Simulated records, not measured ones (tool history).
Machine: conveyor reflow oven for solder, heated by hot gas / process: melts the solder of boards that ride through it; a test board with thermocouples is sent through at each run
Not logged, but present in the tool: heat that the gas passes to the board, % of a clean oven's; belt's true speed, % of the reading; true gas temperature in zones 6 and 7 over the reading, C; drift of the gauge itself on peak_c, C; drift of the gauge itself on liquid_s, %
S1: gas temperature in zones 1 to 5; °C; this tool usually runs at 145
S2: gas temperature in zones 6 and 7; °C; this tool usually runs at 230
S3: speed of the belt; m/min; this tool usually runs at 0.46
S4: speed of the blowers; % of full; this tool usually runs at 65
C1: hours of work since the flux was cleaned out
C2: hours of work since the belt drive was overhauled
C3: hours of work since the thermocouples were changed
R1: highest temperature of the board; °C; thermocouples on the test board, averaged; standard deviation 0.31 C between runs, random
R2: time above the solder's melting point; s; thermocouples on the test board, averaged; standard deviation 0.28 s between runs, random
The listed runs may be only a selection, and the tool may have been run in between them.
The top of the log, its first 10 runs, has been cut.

run,hour,S1,S2,S3,S4,C1,C2,C3,R1,R2
# hour 562.7: thermocouples of zones 6 and 7 changed
11,605.3,145,218,0.46,65,334,586,27,206,61.9
# hour 615.5: flux residue cleaned out of gas plates and filters
12,668.7,145,218,0.46,65,34,623,65,207.2,63.7
13,745,145,230,0.528,65,83,672,114,213.7,60.6
14,828.4,145,230,0.528,65,137,726,168,213.5,60.1
15,894.1,145,230,0.528,65,179,768,210,213.5,60
16,957.7,145,230,0.528,65,220,809,251,213.4,59.8
17,996.1,142,230,0.46,84,245,834,276,218.9,75.1
18,1077.3,142,236,0.536,84,297,886,328,220.7,64.8
19,1127.4,142,222,0.536,84,329,918,360,207.6,53
# hour 1144.2: flux residue cleaned out of gas plates and filters
20,1194.9,142,218,0.468,84,33,958,400,208.2,64.1
21,1235.1,157,238,0.46,56,59,984,426,224.7,85.2
22,1294,145,230,0.437,86,96,1022,464,220.8,82.9
23,1351.1,145,230,0.437,86,133,1059,501,220.9,82.3
24,1422.4,138,230,0.419,72,179,1105,547,218.9,81
25,1466.5,133,230,0.493,65,207,1133,575,212.5,59.6
26,1540,155,230,0.458,60,255,1180,622,217.8,79.9
27,1600.8,149,221,0.383,50,294,1220,661,210,85.3
28,1659.6,157,232,0.393,65,332,1257,699,223.6,100.7
# hour 1674.4: flux residue cleaned out of gas plates and filters
29,1711.8,157,232,0.375,53,24,1288,730,223.2,105.6
# hour 1778: belt drive overhauled, speed set with a stopwatch
30,1779.2,145,230,0.378,65,65,1,770,220.8,93.4
31,1845.8,145,236,0.398,68,108,44,813,225.6,92.1

Consider 3 possible next runs. They are alternatives, not a sequence: every one starts from the tool as it was left by run 31. What does each give?
A,1888.3,145,241,0.43,59,135,71,841,?,?
B,1888.3,137,234,0.521,65,135,71,841,?,?
C,1888.3,151,236,0.512,68,135,71,841,?,?

run,R1,R2
A,226.6,85.3
B,214.3,57.4
C,220,69.5
Without the tool's unlogged condition, the same runs would have read:
run,R1,R2
A,228.4,86.5
B,216.2,59.1
C,221.9,70.8
